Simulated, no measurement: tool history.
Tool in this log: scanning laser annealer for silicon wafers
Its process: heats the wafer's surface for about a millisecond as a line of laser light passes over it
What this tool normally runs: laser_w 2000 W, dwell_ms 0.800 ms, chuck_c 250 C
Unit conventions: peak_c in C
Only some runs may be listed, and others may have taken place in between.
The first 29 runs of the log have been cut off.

run	hour	laser_w	dwell_ms	chuck_c	hours of work since the window was cleaned	hours of work since the power meter was calibrated	hours of work since the optics were aligned	peak_c
30	517.0	1825	0.800	232	291	505	78	868
31	532.9	1825	0.800	232	301	515	89	867
32	553.1	2116	0.642	250	315	528	102	926
33	566.0	2144	0.800	250	323	537	111	1011
34	580.5	1805	0.790	250	333	547	120	870
35	598.0	1790	0.749	276	344	558	132	874
36	621.3	2011	0.985	227	360	574	147	1008
37	634.4	2011	0.985	227	368	582	156	1007
38	656.3	2011	0.985	227	383	597	170	1006
39	669.9	1930	0.985	227	392	606	179	971

What if the next run were any one of these 4? Each begins from the tool's condition after run 39:
A	682.6	1704	0.800	269	400	614	188	?
B	682.6	2188	0.860	217	400	614	188	?
C	682.6	1964	0.835	239	400	614	188	?
D	682.6	1783	0.833	243	400	614	188	?

run	peak_c
A	850
B	1024
C	935
D	867
The same runs, with their run-to-run variation unchanged, on a tool lacking any hidden condition would have given:
run	peak_c
A	868
B	1048
C	956
D	886
